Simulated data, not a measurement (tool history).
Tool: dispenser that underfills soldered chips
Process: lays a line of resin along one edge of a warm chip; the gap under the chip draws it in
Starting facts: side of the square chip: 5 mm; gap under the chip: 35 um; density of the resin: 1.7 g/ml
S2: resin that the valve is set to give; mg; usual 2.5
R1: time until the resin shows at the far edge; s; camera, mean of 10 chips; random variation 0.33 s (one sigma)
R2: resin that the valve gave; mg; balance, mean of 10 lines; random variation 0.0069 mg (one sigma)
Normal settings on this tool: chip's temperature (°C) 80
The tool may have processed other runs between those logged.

run 1 hour=0 | chip's_temperature_(°C)=80 S2=2.5 | R1=15.7 R2=2.47
run 2 hour=4.4 | chip's_temperature_(°C)=80 S2=2.5 | R1=18.8 R2=2.479
run 3 hour=8.9 | chip's_temperature_(°C)=80 S2=2.5 | R1=22.5 R2=2.462
run 4 hour=12.6 | chip's_temperature_(°C)=80 S2=2.5 | R1=14.6 R2=2.447
run 5 hour=15.6 | chip's_temperature_(°C)=80 S2=2.17 | R1=17.1 R2=2.137
run 6 hour=17.5 | chip's_temperature_(°C)=80 S2=2.17 | R1=17.5 R2=2.138
run 7 hour=21.9 | chip's_temperature_(°C)=80 S2=2.17 | R1=22 R2=2.127
run 8 hour=24.4 | chip's_temperature_(°C)=76 S2=2.5 | R1=28.7 R2=2.458
run 9 hour=29.1 | chip's_temperature_(°C)=80 S2=2.5 | R1=15.3 R2=2.438
run 10 hour=31.6 | chip's_temperature_(°C)=80 S2=2.5 | R1=16.9 R2=2.423
run 11 hour=34.2 | chip's_temperature_(°C)=80 S2=2.5 | R1=18.8 R2=2.436
run 12 hour=36.2 | chip's_temperature_(°C)=80 S2=2.5 | R1=20.6 R2=2.432
run 13 hour=40.8 | chip's_temperature_(°C)=80 S2=2.5 | R1=13.6 R2=2.438
run 14 hour=43.4 | chip's_temperature_(°C)=80 S2=2.5 | R1=15.1 R2=2.435
run 15 hour=47.4 | chip's_temperature_(°C)=70 S2=2.5 | R1=28.9 R2=2.409
run 16 hour=51.5 | chip's_temperature_(°C)=70 S2=2.5 | R1=31.8 R2=2.496
run 17 hour=54.9 | chip's_temperature_(°C)=70 S2=2.4 | R1=37.2 R2=2.387
run 18 hour=58.5 | chip's_temperature_(°C)=70 S2=2.4 | R1=23.6 R2=2.395
run 19 hour=61.5 | chip's_temperature_(°C)=94 S2=3.04 | R1=9.2 R2=3.036
run 20 hour=65.6 | chip's_temperature_(°C)=73 S2=2.76 | R1=26.8 R2=2.746
run 21 hour=67.7 | chip's_temperature_(°C)=92 S2=2.11 | R1=13.1 R2=2.082
run 22 hour=69.8 | chip's_temperature_(°C)=70 S2=2.97 | R1=36.8 R2=2.948
run 23 hour=73.3 | chip's_temperature_(°C)=80 S2=2.67 | R1=14.3 R2=2.637
run 24 hour=77.2 | chip's_temperature_(°C)=77 S2=2.38 | R1=20.1 R2=2.348
run 25 hour=79.1 | chip's_temperature_(°C)=77 S2=2.38 | R1=21.8 R2=2.351
run 26 hour=83.2 | chip's_temperature_(°C)=77 S2=2.38 | R1=26.2 R2=2.351
run 27 hour=85.5 | chip's_temperature_(°C)=75 S2=2.5 | R1=16.5 R2=2.468
run 28 hour=87.5 | chip's_temperature_(°C)=75 S2=2.5 | R1=17.3 R2=2.455
run 29 hour=92 | chip's_temperature_(°C)=67 S2=2.17 | R1=32.9 R2=2.122
run 30 hour=95.8 | chip's_temperature_(°C)=67 S2=2.38 | R1=38.1 R2=2.319
run 31 hour=98.2 | chip's_temperature_(°C)=80 S2=3.13 | R1=22.7 R2=3.057
run 32 hour=102.7 | chip's_temperature_(°C)=87 S2=2.45 | R1=11 R2=2.389
run 33 hour=105.5 | chip's_temperature_(°C)=80 S2=2.49 | R1=16.4 R2=2.423
run 34 hour=109.5 | chip's_temperature_(°C)=86 S2=3.08 | R1=14.7 R2=2.988
run 35 hour=112.1 | chip's_temperature_(°C)=81 S2=2.51 | R1=20.5 R2=2.442
run 36 hour=115.7 | chip's_temperature_(°C)=90 S2=2.5 | R1=9.4 R2=2.431

Between the runs listed above, the log contained 9 entries, not reproduced here. Where in the sequence does each belong, and how does what the log doesn't record of the tool's condition differ from the listed run before to the listed run after?
Between runs 3 and 4: new syringe of resin (hour 10.2)
  resin's viscosity, % of fresh resin's: 175.6 -> 110.7; dose that the valve gives, % of what is set: 98.56 -> 98.42; true chip temperature over the reading, C: -0.42 -> -0.43
  measured minus no-state result, R1: +10.1 -> +1.7 s; R2: -0.036 -> -0.039 mg
Between runs 8 and 9: new syringe of resin (hour 25)
  resin's viscosity, % of fresh resin's: 182.7 -> 119.1; dose that the valve gives, % of what is set: 97.85 -> 97.65; true chip temperature over the reading, C: -0.46 -> -0.47
  measured minus no-state result, R1: +13.2 -> +2.8 s; R2: -0.054 -> -0.059 mg
Between runs 12 and 13: new syringe of resin (hour 39.8)
  resin's viscosity, % of fresh resin's: 161.1 -> 104.3; dose that the valve gives, % of what is set: 97.32 -> 97.12; true chip temperature over the reading, C: -0.49 -> -0.5
  measured minus no-state result, R1: +8.3 -> +0.9 s; R2: -0.067 -> -0.072 mg
Between runs 15 and 16: dispensing valve cleaned and set on the balance (hour 50.9)
  resin's viscosity, % of fresh resin's: 137.8 -> 157.3; dose that the valve gives, % of what is set: 96.81 -> 99.97; true chip temperature over the reading, C: -0.52 -> -0.53
  measured minus no-state result, R1: +8.4 -> +12.2 s; R2: -0.08 -> -0.001 mg
Between runs 17 and 18: new syringe of resin (hour 55.6)
  resin's viscosity, % of fresh resin's: 181.5 -> 114.2; dose that the valve gives, % of what is set: 99.81 -> 99.65; true chip temperature over the reading, C: -0.54 -> -0.55
  measured minus no-state result, R1: +17.3 -> +3.5 s; R2: -0.004 -> -0.009 mg
Between runs 22 and 23: new syringe of resin (hour 70.3)
  resin's viscosity, % of fresh resin's: 184.1 -> 113.7; dose that the valve gives, % of what is set: 99.12 -> 98.96; true chip temperature over the reading, C: -0.58 -> -0.59
  measured minus no-state result, R1: +17.3 -> +2.1 s; R2: -0.027 -> -0.028 mg
Between runs 26 and 27: new syringe of resin (hour 85.1)
  resin's viscosity, % of fresh resin's: 172.9 -> 101.9; dose that the valve gives, % of what is set: 98.49 -> 98.39
  measured minus no-state result, R1: +11.3 -> +0.8 s; R2: -0.036 -> -0.04 mg
Between runs 31 and 32: new syringe of resin (hour 99.9)
  resin's viscosity, % of fresh resin's: 174.3 -> 113.1; dose that the valve gives, % of what is set: 97.78 -> 97.57; true chip temperature over the reading, C: -0.66 -> -0.67
  measured minus no-state result, R1: +10 -> +1.6 s; R2: -0.069 -> -0.06 mg
Between runs 35 and 36: new syringe of resin (hour 114.6)
  resin's viscosity, % of fresh resin's: 168.1 -> 105.1; dose that the valve gives, % of what is set: 97.12 -> 96.97; true chip temperature over the reading, C: -0.7 -> -0.71
  measured minus no-state result, R1: +8.8 -> +0.8 s; R2: -0.072 -> -0.075 mg
